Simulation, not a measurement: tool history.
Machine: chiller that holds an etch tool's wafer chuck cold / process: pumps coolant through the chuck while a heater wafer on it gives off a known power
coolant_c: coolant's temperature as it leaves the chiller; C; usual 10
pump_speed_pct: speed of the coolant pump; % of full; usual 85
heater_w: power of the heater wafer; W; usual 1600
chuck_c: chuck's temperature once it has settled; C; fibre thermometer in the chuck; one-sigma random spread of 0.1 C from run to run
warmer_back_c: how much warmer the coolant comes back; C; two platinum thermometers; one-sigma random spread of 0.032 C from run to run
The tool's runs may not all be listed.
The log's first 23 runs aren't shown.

{"hour": 615.7, "done": "gauge calibrated"}
{"run": 24, "hour": 616.4, "coolant_c": 10, "pump_speed_pct": 68, "heater_w": 1496, "chuck_c": 22.5, "warmer_back_c": 3.94}
{"run": 25, "hour": 637.1, "coolant_c": 10, "pump_speed_pct": 90, "heater_w": 1600, "chuck_c": 20.4, "warmer_back_c": 3.1}
{"run": 26, "hour": 658.0, "coolant_c": 10, "pump_speed_pct": 90, "heater_w": 1600, "chuck_c": 20.3, "warmer_back_c": 3.13}
{"run": 27, "hour": 696.4, "coolant_c": 10, "pump_speed_pct": 90, "heater_w": 1600, "chuck_c": 20.3, "warmer_back_c": 3.16}
{"run": 28, "hour": 723.0, "coolant_c": 6, "pump_speed_pct": 60, "heater_w": 1312, "chuck_c": 18.4, "warmer_back_c": 3.98}
{"run": 29, "hour": 743.6, "coolant_c": 3, "pump_speed_pct": 85, "heater_w": 1888, "chuck_c": 15.6, "warmer_back_c": 4.04}
{"run": 30, "hour": 762.7, "coolant_c": 3, "pump_speed_pct": 85, "heater_w": 1600, "chuck_c": 13.9, "warmer_back_c": 3.43}
{"run": 31, "hour": 791.3, "coolant_c": 3, "pump_speed_pct": 85, "heater_w": 1600, "chuck_c": 14, "warmer_back_c": 3.41}

Forecast each of these 5 alternatives for the next run:
{"run": "A", "hour": 814.3, "coolant_c": 15, "pump_speed_pct": 85, "heater_w": 1600, "chuck_c": "?", "warmer_back_c": "?"}
{"run": "B", "hour": 814.3, "coolant_c": 2, "pump_speed_pct": 85, "heater_w": 1600, "chuck_c": "?", "warmer_back_c": "?"}
{"run": "C", "hour": 814.3, "coolant_c": 10, "pump_speed_pct": 79, "heater_w": 1600, "chuck_c": "?", "warmer_back_c": "?"}
{"run": "D", "hour": 814.3, "coolant_c": 4, "pump_speed_pct": 85, "heater_w": 1270, "chuck_c": "?", "warmer_back_c": "?"}
{"run": "E", "hour": 814.3, "coolant_c": 3, "pump_speed_pct": 85, "heater_w": 875, "chuck_c": "?", "warmer_back_c": "?"}

run=A chuck_c=25.9 warmer_back_c=3.35
run=B chuck_c=13 warmer_back_c=3.45
run=C chuck_c=21.8 warmer_back_c=3.72
run=D chuck_c=12.6 warmer_back_c=2.73
run=E chuck_c=8.8 warmer_back_c=1.92
The same runs, with their run-to-run variation unchanged, on a tool lacking any hidden condition would have given:
run=A chuck_c=25.9 warmer_back_c=3.22
run=B chuck_c=13 warmer_back_c=3.32
run=C chuck_c=21.8 warmer_back_c=3.59
run=D chuck_c=12.6 warmer_back_c=2.6
run=E chuck_c=8.8 warmer_back_c=1.79
